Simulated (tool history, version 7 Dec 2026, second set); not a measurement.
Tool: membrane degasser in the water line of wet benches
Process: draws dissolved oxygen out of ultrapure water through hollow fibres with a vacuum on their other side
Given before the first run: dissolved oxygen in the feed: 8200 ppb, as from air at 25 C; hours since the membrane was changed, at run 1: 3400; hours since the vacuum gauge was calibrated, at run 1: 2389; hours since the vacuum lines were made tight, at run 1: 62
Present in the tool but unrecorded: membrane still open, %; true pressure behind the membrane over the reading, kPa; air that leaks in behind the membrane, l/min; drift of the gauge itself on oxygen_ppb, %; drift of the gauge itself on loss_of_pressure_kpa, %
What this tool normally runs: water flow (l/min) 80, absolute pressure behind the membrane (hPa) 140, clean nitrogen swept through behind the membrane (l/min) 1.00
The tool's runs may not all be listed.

run	hour	water flow (l/min)	absolute pressure behind the membrane (hPa)	clean nitrogen swept through behind the membrane (l/min)	hours since the membrane was changed	hours since the vacuum gauge was calibrated	hours since the vacuum lines were made tight	dissolved oxygen in the water behind the degasser (ppb)	pressure that the water loses in the fibres (hPa)
1	0.0	80	140	1.00	3400	2389	62	1290.0	472.9
2	67.8	80	140	1.00	3468	2456	130	1288.8	473.4
3	198.7	80	140	1.00	3598	2587	261	1290.4	468.6
4	325.0	80	140	1.00	3725	2714	387	1288.9	468.2
5	420.8	80	140	1.00	3820	2809	483	1290.3	470.0
6	530.2	80	140	1.00	3930	2919	592	1291.2	469.9
7	594.7	80	140	1.00	3994	2983	657	1290.2	465.5
8	656.4	80	140	0.51	4056	3045	719	1870.3	467.9
9	729.6	80	140	0.75	4129	3118	792	1529.0	465.2
10	816.8	80	140	0.75	4217	3205	879	1527.7	464.6
11	920.9	80	140	0.75	4321	3310	983	1527.4	464.9
12	1024.9	80	140	0.75	4425	3414	1087	1527.9	459.5
13	1083.9	80	140	1.64	4484	3473	1146	929.5	462.1
14	1194.1	80	140	1.00	4594	3583	1256	1290.1	464.8
# hour 1279.2: gauge calibrated
15	1315.0	80	140	1.00	4715	3704	1377	1290.8	472.3
16	1406.0	87	140	1.00	4806	3795	1468	1362.5	510.4
17	1516.8	70	140	2.43	4917	3905	1579	622.1	415.0
18	1586.6	70	140	2.43	4986	3975	1649	622.3	409.5
19	1685.5	94	317	0.41	5085	4074	1748	4488.6	550.3
20	1786.9	56	86	0.87	5187	4176	1849	589.4	324.6
21	1886.5	52	118	2.04	5286	4275	1949	452.5	301.3
22	2007.5	52	118	2.04	5407	4396	2070	451.8	300.0
23	2116.3	49	140	2.52	5516	4505	2179	447.3	283.4
24	2243.1	80	140	0.81	5643	4632	2305	1462.5	464.6
25	2356.2	80	140	0.81	5756	4745	2418	1464.0	461.0
26	2416.2	80	140	0.81	5816	4805	2478	1461.9	459.1
27	2538.7	80	140	0.81	5938	4927	2601	1461.1	458.2
28	2601.4	51	140	1.00	6001	4990	2664	951.4	292.3
29	2735.5	100	123	0.88	6135	5124	2798	1378.1	569.9
30	2830.4	50	90	0.88	6230	5219	2893	576.9	287.7
31	2963.1	93	125	0.69	6363	5352	3025	1529.6	527.1
32	3054.2	80	140	1.00	6454	5443	3116	1289.2	458.0

Per-run results on a tool with no hidden state, each run keeping its own random variation:
run	pressure that the water loses in the fibres (hPa)
1	472.7
2	473.9
3	470.2
4	471.0
5	473.6
6	474.5
7	470.6
8	473.6
9	471.5
10	471.8
11	473.0
12	468.5
13	471.6
14	475.3
15	472.5
16	511.4
17	416.7
18	411.7
19	554.3
20	327.6
21	304.7
22	304.1
23	287.9
24	473.0
25	470.4
26	469.0
27	469.1
28	299.7
29	585.8
30	296.2
31	544.2
32	473.6
dissolved oxygen in the water behind the degasser (ppb): at most 0.3 away from the measurement, every run.

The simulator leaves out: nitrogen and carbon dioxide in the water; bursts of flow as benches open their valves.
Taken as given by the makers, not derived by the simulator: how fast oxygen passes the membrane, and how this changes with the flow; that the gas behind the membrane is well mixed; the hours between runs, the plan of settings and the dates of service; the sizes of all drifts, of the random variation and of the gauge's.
